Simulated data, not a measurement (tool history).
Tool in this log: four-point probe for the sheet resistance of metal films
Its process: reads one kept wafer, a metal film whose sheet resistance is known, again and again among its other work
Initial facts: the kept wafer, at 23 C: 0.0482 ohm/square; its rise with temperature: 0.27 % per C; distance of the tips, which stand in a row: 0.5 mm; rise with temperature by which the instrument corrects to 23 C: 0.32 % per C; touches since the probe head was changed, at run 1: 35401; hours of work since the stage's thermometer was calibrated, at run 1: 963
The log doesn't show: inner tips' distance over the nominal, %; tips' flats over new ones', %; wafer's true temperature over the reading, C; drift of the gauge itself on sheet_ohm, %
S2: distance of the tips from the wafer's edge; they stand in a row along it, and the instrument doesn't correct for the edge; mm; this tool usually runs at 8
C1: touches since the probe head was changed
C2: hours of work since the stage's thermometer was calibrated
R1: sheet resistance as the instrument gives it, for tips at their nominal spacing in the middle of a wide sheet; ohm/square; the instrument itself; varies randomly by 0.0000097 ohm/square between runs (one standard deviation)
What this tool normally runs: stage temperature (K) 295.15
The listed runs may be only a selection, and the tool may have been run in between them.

run 1 hour=0 | stage_temperature_(K)=295.15 S2=8 | C1=35401 C2=963 | R1=0.04815
run 2 hour=44.5 | stage_temperature_(K)=295.15 S2=7 | C1=36617 C2=994 | R1=0.048156
run 3 hour=98.9 | stage_temperature_(K)=295.15 S2=7 | C1=38105 C2=1032 | R1=0.048167
run 4 hour=164.2 | stage_temperature_(K)=295.15 S2=5 | C1=39888 C2=1077 | R1=0.048294
run 5 hour=221.7 | stage_temperature_(K)=295.15 S2=8 | C1=41460 C2=1117 | R1=0.048126
run 6 hour=256.9 | stage_temperature_(K)=295.15 S2=8 | C1=42421 C2=1142 | R1=0.048111
run 7 hour=294.6 | stage_temperature_(K)=292.15 S2=6 | C1=43452 C2=1168 | R1=0.048257
run 8 hour=358.3 | stage_temperature_(K)=292.15 S2=6 | C1=45191 C2=1212 | R1=0.04827
run 9 hour=428.3 | stage_temperature_(K)=301.15 S2=5 | C1=47106 C2=1261 | R1=0.048094
run 10 hour=462.6 | stage_temperature_(K)=301.15 S2=5 | C1=48043 C2=1285 | R1=0.048062
run 11 hour=542.5 | stage_temperature_(K)=301.15 S2=5 | C1=50225 C2=1341 | R1=0.048071

Consider 4 possible next runs. They are alternatives, not a sequence: every one starts from the tool as it was left by run 11. What does each give?
run A hour=625.4 | stage_temperature_(K)=296.15 S2=33 | C1=52492 C2=1399 | R1=?
run B hour=625.4 | stage_temperature_(K)=295.15 S2=3 | C1=52492 C2=1399 | R1=?
run C hour=625.4 | stage_temperature_(K)=294.15 S2=35 | C1=52492 C2=1399 | R1=?
run D hour=625.4 | stage_temperature_(K)=293.15 S2=35 | C1=52492 C2=1399 | R1=?

run=A R1=0.047947
run=B R1=0.048674
run=C R1=0.047994
run=D R1=0.048037
Stripped of hidden state, with their random variation kept, the same runs would have yielded:
run=A R1=0.048204
run=B R1=0.048935
run=C R1=0.048251
run=D R1=0.048295
